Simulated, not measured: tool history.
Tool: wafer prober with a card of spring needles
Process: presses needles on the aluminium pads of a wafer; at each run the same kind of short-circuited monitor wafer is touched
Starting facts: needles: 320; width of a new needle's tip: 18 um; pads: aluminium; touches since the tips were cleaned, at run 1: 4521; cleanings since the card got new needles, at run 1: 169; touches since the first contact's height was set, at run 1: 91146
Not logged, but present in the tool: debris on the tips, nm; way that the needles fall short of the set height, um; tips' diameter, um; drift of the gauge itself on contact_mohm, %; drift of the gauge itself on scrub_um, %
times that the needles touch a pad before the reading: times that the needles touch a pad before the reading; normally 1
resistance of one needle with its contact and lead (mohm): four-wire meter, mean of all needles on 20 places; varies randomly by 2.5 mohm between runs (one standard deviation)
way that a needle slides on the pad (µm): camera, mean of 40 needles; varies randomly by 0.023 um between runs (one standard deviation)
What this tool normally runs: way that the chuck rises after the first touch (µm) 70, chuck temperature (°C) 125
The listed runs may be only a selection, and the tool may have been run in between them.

run     day  way that the chuck rises after the first touch (µm)  chuck temperature (°C)  times that the needles touch a pad before the reading  touches since the tips were cleaned  cleanings since the card got new needles  touches since the first contact's height was set  resistance of one needle with its contact and lead (mohm)  way that a needle slides on the pad (µm)
  1       0                                                   70                     125                                                      1                                 4521                                       169                                             91146                                                        289                                      18.3
      0.392  -- tips cleaned on abrasive film
      1.467  -- tips cleaned on abrasive film
      2.325  -- tips cleaned on abrasive film
      2.733  -- height of the first contact set anew
      3.358  -- tips cleaned on abrasive film
  2   3.733                                                   70                     125                                                      1                                 2805                                       173                                              7472                                                        292                                     18.28
      4.346  -- tips cleaned on abrasive film
      5.417  -- tips cleaned on abrasive film
      6.275  -- tips cleaned on abrasive film
      7.346  -- tips cleaned on abrasive film
  3   7.596                                                   70                     125                                                      1                                 1876                                       177                                             36389                                                        291                                     18.26
      8.217  -- tips cleaned on abrasive film
      9.075  -- tips cleaned on abrasive film
     10.075  -- tips cleaned on abrasive film
      11.15  -- tips cleaned on abrasive film
  4  11.592                                                   70                     125                                                      1                                 3338                                       181                                             66295                                                        289                                     18.23
     12.217  -- tips cleaned on abrasive film
     13.075  -- tips cleaned on abrasive film
  5  13.425                                                   70                     125                                                      1                                 2607                                       183                                             79994                                                        289                                     18.28
     14.067  -- tips cleaned on abrasive film
     15.138  -- tips cleaned on abrasive film
     15.996  -- tips cleaned on abrasive film
  6  16.504                                                   70                     125                                                      1                                 3835                                       186                                            103057                                                        292                                      18.2
     16.917  -- tips cleaned on abrasive film
     17.571  -- height of the first contact set anew
     17.788  -- tips cleaned on abrasive film
      18.85  -- tips cleaned on abrasive film
     19.879  -- tips cleaned on abrasive film
  7  20.342                                                   70                     125                                                      1                                 3483                                       190                                             20729                                                        290                                     18.21
     20.775  -- tips cleaned on abrasive film
     21.833  -- tips cleaned on abrasive film
     22.712  -- tips cleaned on abrasive film
  8  22.712                                                   70                     125                                                      1                                    0                                       193                                             38437                                                        290                                     18.16
     23.729  -- tips cleaned on abrasive film
  9  24.546                                                   70                     125                                                      1                                 6161                                       194                                             52208                                                        292                                     18.17
     24.767  -- tips cleaned on abrasive film
     25.817  -- tips cleaned on abrasive film
 10  26.596                                                   70                     125                                                      1                                 5861                                       196                                             67530                                                        293                                      18.2
     26.812  -- tips cleaned on abrasive film
     27.854  -- tips cleaned on abrasive film
     28.875  -- tips cleaned on abrasive film
 11  29.371                                                   70                     125                                                      1                                 3723                                       199                                             88285                                                        286                                     18.12
       29.8  -- tips cleaned on abrasive film
     30.658  -- tips cleaned on abrasive film
     31.704  -- tips cleaned on abrasive film
     32.562  -- tips cleaned on abrasive film
     32.575  -- height of the first contact set anew
 12  32.888                                                   70                     125                                                      1                                 2346                                       203                                              2346                                                        288                                     18.08
     33.533  -- tips cleaned on abrasive film
     34.567  -- tips cleaned on abrasive film
     35.425  -- tips cleaned on abrasive film
     36.492  -- tips cleaned on abrasive film
 13  36.846                                                   70                     125                                                      1                                 2666                                       207                                             31963                                                        289                                     18.09
     37.471  -- tips cleaned on abrasive film
     38.533  -- tips cleaned on abrasive film
     39.604  -- tips cleaned on abrasive film
     40.462  -- tips cleaned on abrasive film
 14  40.804                                                   70                      65                                                      1                                 2559                                       211                                             61570                                                        271                                     18.03
     41.446  -- tips cleaned on abrasive film
     42.421  -- tips cleaned on abrasive film
     43.275  -- tips cleaned on abrasive film
     44.321  -- tips cleaned on abrasive film
 15  44.588                                                   70                      65                                                      1                                 2010                                       215                                             89905                                                        273                                     18.02
     45.233  -- tips cleaned on abrasive film
     46.092  -- tips cleaned on abrasive film
 16    46.9                                                   70                      65                                                      1                                 6069                                       217                                            107203                                                        270                                     17.99
     47.117  -- tips cleaned on abrasive film
     47.554  -- height of the first contact set anew
     47.988  -- tips cleaned on abrasive film
     49.012  -- tips cleaned on abrasive film
 17  49.725                                                   60                      50                                                      2                                 5329                                       220                                             16225                                                        270                                     15.43
     49.942  -- tips cleaned on abrasive film
     50.946  -- tips cleaned on abrasive film
         52  -- tips cleaned on abrasive film
     53.054  -- tips cleaned on abrasive film
 18    53.3                                                   60                      50                                                      2                                 1820                                       224                                             42963                                                        271                                      15.4
     53.942  -- tips cleaned on abrasive film
       54.8  -- tips cleaned on abrasive film
     55.846  -- tips cleaned on abrasive film
     56.746  -- tips cleaned on abrasive film
 19  56.746                                                   60                      50                                                      2                                    0                                       228                                             68761                                                        269                                     15.42
       57.8  -- tips cleaned on abrasive film
     58.858  -- tips cleaned on abrasive film
     59.879  -- tips cleaned on abrasive film
     60.925  -- tips cleaned on abrasive film
 20  60.925                                                   87                      50                                                      2                                    0                                       232                                            100018                                                        265                                     22.32
     61.996  -- tips cleaned on abrasive film
     62.388  -- height of the first contact set anew
     63.021  -- tips cleaned on abrasive film
     64.071  -- tips cleaned on abrasive film
 21  64.071                                                   73                      43                                                      3                                    0                                       235                                             12566                                                        257                                     18.67
     65.142  -- tips cleaned on abrasive film
     66.204  -- tips cleaned on abrasive film
 22    66.8                                                   73                      43                                                      3                                 4487                                       237                                             33025                                                        261                                     18.66
     67.196  -- tips cleaned on abrasive film
      68.25  -- tips cleaned on abrasive film
 23  68.983                                                   72                      41                                                      3                                 5525                                       239                                             49379                                                        265                                     18.38

Alternative continuations, all from the tool just after run 23; predict every row:
     69.162  -- tips cleaned on abrasive film
     70.021  -- tips cleaned on abrasive film
     71.092  -- tips cleaned on abrasive film
     72.162  -- tips cleaned on abrasive film
  A  72.967                                                   72                      41                                                      2                                 6051                                       243                                             79181                                                          ?                                         ?
     69.162  -- tips cleaned on abrasive film
     70.021  -- tips cleaned on abrasive film
     71.092  -- tips cleaned on abrasive film
     72.162  -- tips cleaned on abrasive film
  B  72.967                                                   67                      41                                                      3                                 6051                                       243                                             79181                                                          ?                                         ?
     69.162  -- tips cleaned on abrasive film
     70.021  -- tips cleaned on abrasive film
     71.092  -- tips cleaned on abrasive film
     72.162  -- tips cleaned on abrasive film
  C  72.967                                                   72                      41                                                      2                                 6051                                       243                                             79181                                                          ?                                         ?
     69.162  -- tips cleaned on abrasive film
     70.021  -- tips cleaned on abrasive film
     71.092  -- tips cleaned on abrasive film
     72.162  -- tips cleaned on abrasive film
  D  72.967                                                   54                      58                                                      3                                 6051                                       243                                             79181                                                          ?                                         ?

run  resistance of one needle with its contact and lead (mohm)  way that a needle slides on the pad (µm)
  A                                                        268                                     18.34
  B                                                        263                                      17.1
  C                                                        264                                     18.35
  D                                                        278                                     13.79
Without the tool's unlogged condition, the same runs would have read:
run  resistance of one needle with its contact and lead (mohm)  way that a needle slides on the pad (µm)
  A                                                        268                                     18.83
  B                                                        262                                     17.55
  C                                                        263                                     18.83
  D                                                        277                                     14.16

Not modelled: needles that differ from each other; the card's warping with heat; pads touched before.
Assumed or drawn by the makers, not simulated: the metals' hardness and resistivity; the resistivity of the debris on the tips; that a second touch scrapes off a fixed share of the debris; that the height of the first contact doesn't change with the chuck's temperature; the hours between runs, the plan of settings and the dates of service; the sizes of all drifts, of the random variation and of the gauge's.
